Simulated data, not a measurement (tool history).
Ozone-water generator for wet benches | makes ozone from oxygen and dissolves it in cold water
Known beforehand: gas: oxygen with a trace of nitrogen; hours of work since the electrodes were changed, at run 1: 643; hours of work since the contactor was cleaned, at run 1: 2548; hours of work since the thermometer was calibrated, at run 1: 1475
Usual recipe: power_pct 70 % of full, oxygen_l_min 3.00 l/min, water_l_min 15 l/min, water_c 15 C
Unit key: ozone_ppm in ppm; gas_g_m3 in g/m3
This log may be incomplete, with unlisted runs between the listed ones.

| run | hour | power_pct | oxygen_l_min | water_l_min | water_c | hours of work since the electrodes were changed | hours of work since the contactor was cleaned | hours of work since the thermometer was calibrated | ozone_ppm | gas_g_m3 |
|---|---|---|---|---|---|---|---|---|---|---|
| 1 | 0.0 | 70 | 3.00 | 15 | 15 | 643 | 2548 | 1475 | 21.4 | 210.1 |
| 2 | 32.9 | 70 | 3.00 | 15 | 15 | 666 | 2570 | 1498 | 21.6 | 209.5 |
| 3 | 65.2 | 70 | 3.00 | 15 | 15 | 688 | 2592 | 1520 | 21.9 | 211.4 |
| 4 | 83.9 | 70 | 3.00 | 15 | 15 | 701 | 2605 | 1532 | 21.6 | 208.6 |
| 5 | 114.1 | 70 | 3.00 | 15 | 15 | 722 | 2626 | 1553 | 21.6 | 207.8 |
| 6 | 151.6 | 94 | 3.00 | 15 | 15 | 747 | 2652 | 1579 | 26.9 | 260.1 |
| 7 | 168.5 | 94 | 3.00 | 15 | 15 | 759 | 2663 | 1591 | 27.1 | 261.1 |
| 8 | 199.8 | 70 | 3.00 | 15 | 15 | 780 | 2685 | 1612 | 21.7 | 209.4 |
| 9 | 218.2 | 70 | 3.00 | 15 | 15 | 793 | 2697 | 1625 | 21.4 | 210.7 |
| 10 | 242.9 | 70 | 3.00 | 15 | 15 | 810 | 2714 | 1642 | 21.5 | 208.9 |
| 11 | 268.7 | 70 | 3.00 | 15 | 15 | 828 | 2732 | 1659 | 21.6 | 212.4 |
| 12 | 298.5 | 70 | 3.00 | 15 | 15 | 848 | 2752 | 1680 | 21.4 | 209.4 |
| 13 | 334.2 | 70 | 3.00 | 15 | 15 | 873 | 2777 | 1704 | 21.5 | 208.6 |
| 14 | 358.9 | 70 | 3.00 | 15 | 8 | 890 | 2794 | 1721 | 23.3 | 209.2 |
| 15 | 380.4 | 70 | 3.00 | 15 | 8 | 904 | 2808 | 1736 | 23.0 | 210.4 |
| 16 | 404.2 | 70 | 3.00 | 15 | 8 | 921 | 2825 | 1752 | 23.5 | 210.8 |
| 17 | 435.5 | 70 | 3.00 | 15 | 8 | 942 | 2846 | 1774 | 23.1 | 207.7 |
| 18 | 463.6 | 70 | 3.00 | 11 | 15 | 961 | 2865 | 1793 | 27.3 | 209.0 |
| 19 | 496.2 | 70 | 3.00 | 11 | 15 | 984 | 2888 | 1815 | 27.3 | 207.5 |
| 20 | 527.5 | 70 | 3.00 | 11 | 15 | 1005 | 2909 | 1837 | 27.1 | 209.3 |
| 21 | 560.1 | 70 | 3.00 | 10 | 15 | 1027 | 2932 | 1859 | 29.0 | 207.5 |
| 22 | 592.9 | 87 | 3.00 | 11 | 15 | 1050 | 2954 | 1882 | 31.6 | 244.6 |
| 23 | 613.2 | 88 | 2.92 | 15 | 13 | 1064 | 2968 | 1895 | 25.9 | 250.5 |
| 24 | 636.9 | 43 | 2.92 | 15 | 10 | 1080 | 2984 | 1912 | 16.0 | 150.6 |
| 25 | 672.6 | 43 | 4.46 | 14 | 10 | 1105 | 3009 | 1936 | 16.3 | 112.0 |
| 26 | 706.9 | 43 | 4.46 | 14 | 10 | 1128 | 3032 | 1960 | 16.4 | 111.9 |
| 27 | 743.1 | 43 | 4.46 | 14 | 10 | 1153 | 3057 | 1984 | 16.3 | 111.4 |
| 28 | 780.1 | 62 | 3.00 | 18 | 14 | 1178 | 3082 | 2010 | 16.9 | 190.0 |
| 29 | 812.4 | 62 | 4.34 | 23 | 14 | 1200 | 3105 | 2032 | 13.6 | 149.4 |
| 30 | 848.2 | 70 | 3.00 | 14 | 15 | 1225 | 3129 | 2057 | 22.3 | 206.8 |
| 31 | 864.2 | 70 | 3.00 | 14 | 15 | 1236 | 3140 | 2067 | 22.5 | 209.3 |
| 32 | 900.1 | 51 | 4.20 | 15 | 19 | 1261 | 3165 | 2092 | 15.5 | 131.4 |

Predict each of these 4 candidate next runs independently; none follows another, all start after run 32:
| A | 923.6 | 52 | 3.00 | 22 | 15 | 1277 | 3181 | 2108 | ? | ? |
| B | 923.6 | 70 | 4.62 | 17 | 15 | 1277 | 3181 | 2108 | ? | ? |
| C | 923.6 | 77 | 4.20 | 15 | 14 | 1277 | 3181 | 2108 | ? | ? |
| D | 923.6 | 70 | 3.00 | 15 | 13 | 1277 | 3181 | 2108 | ? | ? |

| run | ozone_ppm | gas_g_m3 |
|---|---|---|
| A | 11.9 | 167.9 |
| B | 18.8 | 154.8 |
| C | 22.5 | 175.0 |
| D | 21.9 | 206.0 |
Had the tool no hidden state, the same runs would have come out as:
| run | ozone_ppm | gas_g_m3 |
|---|---|---|
| A | 12.8 | 172.5 |
| B | 20.3 | 160.2 |
| C | 24.3 | 181.5 |
| D | 23.6 | 213.2 |
